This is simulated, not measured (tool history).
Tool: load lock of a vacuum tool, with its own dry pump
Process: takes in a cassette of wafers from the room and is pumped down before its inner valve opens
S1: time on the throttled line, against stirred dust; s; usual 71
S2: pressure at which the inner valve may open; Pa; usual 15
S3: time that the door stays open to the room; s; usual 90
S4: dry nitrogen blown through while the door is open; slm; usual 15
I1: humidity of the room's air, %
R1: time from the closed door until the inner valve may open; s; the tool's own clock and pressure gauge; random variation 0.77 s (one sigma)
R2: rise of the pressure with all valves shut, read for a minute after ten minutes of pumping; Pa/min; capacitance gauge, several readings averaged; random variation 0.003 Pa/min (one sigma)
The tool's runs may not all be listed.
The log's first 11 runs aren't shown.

run 12 hour=1381.9 | S1=86 S2=15 S3=90 S4=15 | I1=41.3 | R1=136.2 R2=0.060
run 13 hour=1565.8 | S1=86 S2=15 S3=90 S4=15 | I1=52.6 | R1=138.1 R2=0.070
run 14 hour=1666.9 | S1=71 S2=15 S3=177 S4=15 | I1=43.8 | R1=124.8 R2=0.083
run 15 hour=1804.2 | S1=71 S2=15 S3=177 S4=15 | I1=43.8 | R1=126.3 R2=0.087
run 16 hour=2009.9 | S1=71 S2=15 S3=177 S4=15 | I1=41.5 | R1=127.8 R2=0.082
run 17 hour=2217.6 | S1=71 S2=15 S3=177 S4=15 | I1=41.8 | R1=126.6 R2=0.083
-- hour=2268.7 dry pump taken out, an overhauled one fitted
run 18 hour=2321.2 | S1=120 S2=15 S3=90 S4=15 | I1=46.8 | R1=152.8 R2=0.075
run 19 hour=2469.5 | S1=71 S2=21 S3=90 S4=11 | I1=40.4 | R1=115.7 R2=0.066
run 20 hour=2604.0 | S1=71 S2=15 S3=90 S4=32 | I1=43.2 | R1=115.9 R2=0.059
run 21 hour=2699.9 | S1=71 S2=15 S3=90 S4=32 | I1=46.6 | R1=118.0 R2=0.065
run 22 hour=2786.4 | S1=71 S2=14 S3=137 S4=15 | I1=45.8 | R1=118.0 R2=0.079
run 23 hour=2888.3 | S1=37 S2=24 S3=137 S4=15 | I1=40.6 | R1=88.8 R2=0.077
run 24 hour=3011.5 | S1=37 S2=24 S3=50 S4=15 | I1=41.0 | R1=88.8 R2=0.063
run 25 hour=3104.0 | S1=37 S2=24 S3=50 S4=15 | I1=42.4 | R1=87.8 R2=0.065
run 26 hour=3288.2 | S1=38 S2=17 S3=97 S4=12 | I1=46.5 | R1=92.1 R2=0.087
run 27 hour=3408.2 | S1=76 S2=25 S3=113 S4=9 | I1=43.0 | R1=117.9 R2=0.087
run 28 hour=3500.5 | S1=56 S2=20 S3=90 S4=6 | I1=45.6 | R1=104.3 R2=0.089
run 29 hour=3613.6 | S1=56 S2=20 S3=90 S4=12 | I1=43.5 | R1=104.1 R2=0.081
run 30 hour=3719.2 | S1=56 S2=20 S3=90 S4=12 | I1=44.5 | R1=104.7 R2=0.085
run 31 hour=3897.2 | S1=56 S2=20 S3=90 S4=12 | I1=42.4 | R1=103.5 R2=0.086
run 32 hour=4062.6 | S1=53 S2=12 S3=140 S4=5 | I1=46.3 | R1=106.6 R2=0.107
run 33 hour=4235.2 | S1=40 S2=28 S3=90 S4=15 | I1=43.6 | R1=90.8 R2=0.079

Forecast run 34:
run 34 hour=4420.6 | S1=40 S2=28 S3=199 S4=15 | I1=45.6 | R1=? R2=?

R1: 91.1 s
R2: 0.108 Pa/min
Without the tool's hidden state the same run would have given R1 89.7 s, R2 0.066 Pa/min.

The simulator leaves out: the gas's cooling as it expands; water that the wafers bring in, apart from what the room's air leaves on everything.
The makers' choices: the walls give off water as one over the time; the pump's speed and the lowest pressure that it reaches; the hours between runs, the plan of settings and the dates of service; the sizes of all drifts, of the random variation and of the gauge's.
